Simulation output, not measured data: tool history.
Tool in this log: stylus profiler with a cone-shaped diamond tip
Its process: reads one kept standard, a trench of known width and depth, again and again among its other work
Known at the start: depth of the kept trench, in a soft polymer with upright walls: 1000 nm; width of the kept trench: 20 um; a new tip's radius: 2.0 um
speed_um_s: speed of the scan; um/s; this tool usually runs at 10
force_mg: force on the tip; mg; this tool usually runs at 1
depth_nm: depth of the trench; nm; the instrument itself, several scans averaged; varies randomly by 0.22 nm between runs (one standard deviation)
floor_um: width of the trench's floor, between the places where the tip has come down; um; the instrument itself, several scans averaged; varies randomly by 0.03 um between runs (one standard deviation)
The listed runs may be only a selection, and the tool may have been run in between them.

run,day,speed_um_s,force_mg,depth_nm,floor_um
1,0,10,1,1002.44,15.79
2,1.283,10,1,1002.85,15.8
3,2.996,10,1,1003.52,15.64
4,4.704,10,1,1002.88,15.62
5,6.346,10,2.58,1005.95,15.52
6,7.388,10,2.58,1005.53,15.55
7,8.958,10,2.58,1005.79,15.49
8,10.733,10,2.58,1005.36,15.39
9,11.992,10,2.58,1005.61,15.3
10,12.846,10,2.58,1005.21,15.29
11,13.783,37,1,1001.85,14.86
12,14.983,37,1,1001.85,14.86
13,15.85,10,1.48,1002.85,15.05
14,16.958,10,1.48,1003.03,15.05
15,18.562,10,1.48,1003.25,15
16,20.029,14,1,1001.15,14.9
17,21.088,36,1,1001.43,14.65
18,22.108,36,1,1000.62,14.54
19,23.121,36,1,1001.33,14.53
20,24.888,2,0.42,999.65,14.8
21,26.354,5,1.07,1001.16,14.68
22,28.058,4,2.4,1003.35,14.63
23,29.433,3,0.75,1000.37,14.63
24,30.283,5,0.59,999.54,14.51
25,31.017,9,0.49,998.92,14.43
26,31.962,9,0.49,999.21,14.42
27,33.162,3,0.47,998.94,14.42
28,34.475,34,0.39,998.85,13.86
29,35.4,10,1.57,1001.44,14.37
# day 36.112: new tip fitted, height scale calibrated
30,36.742,10,1.57,1005.65,16.37
31,38.188,32,1.86,1006.21,16.13
32,39.862,3,1.26,1004.7,16.27
33,40.6,3,1.26,1004.52,16.23
34,41.583,3,1.26,1004.16,16.18
35,42.783,3,1.26,1003.97,16.09
36,43.538,3,0.47,1002.19,16

Run by run, hidden condition taken away, random variation retained:
Hidden conditions of the tool in this case: radius of the tip, um; height scale over the true one, %; drift of the gauge itself on depth_nm, %; drift of the gauge itself on floor_um, %.
run,depth_nm,floor_um
1,1003.06,16.37
2,1003.58,16.46
3,1004.39,16.38
4,1003.88,16.45
5,1007.11,16.43
6,1006.77,16.5
7,1007.16,16.52
8,1006.88,16.51
9,1007.24,16.48
10,1006.91,16.5
11,1003.62,16.12
12,1003.72,16.18
13,1004.79,16.41
14,1005.06,16.45
15,1005.41,16.46
16,1003.43,16.43
17,1003.8,16.21
18,1003.07,16.16
19,1003.87,16.19
20,1002.33,16.52
21,1003.95,16.46
22,1006.29,16.48
23,1003.42,16.53
24,1002.65,16.45
25,1002.1,16.39
26,1002.47,16.42
27,1002.3,16.47
28,1002.31,15.96
29,1004.99,16.5
30,1005.26,16.46
31,1005.94,16.3
32,1004.57,16.53
33,1004.45,16.54
34,1004.17,16.54
35,1004.09,16.52
36,1002.36,16.47

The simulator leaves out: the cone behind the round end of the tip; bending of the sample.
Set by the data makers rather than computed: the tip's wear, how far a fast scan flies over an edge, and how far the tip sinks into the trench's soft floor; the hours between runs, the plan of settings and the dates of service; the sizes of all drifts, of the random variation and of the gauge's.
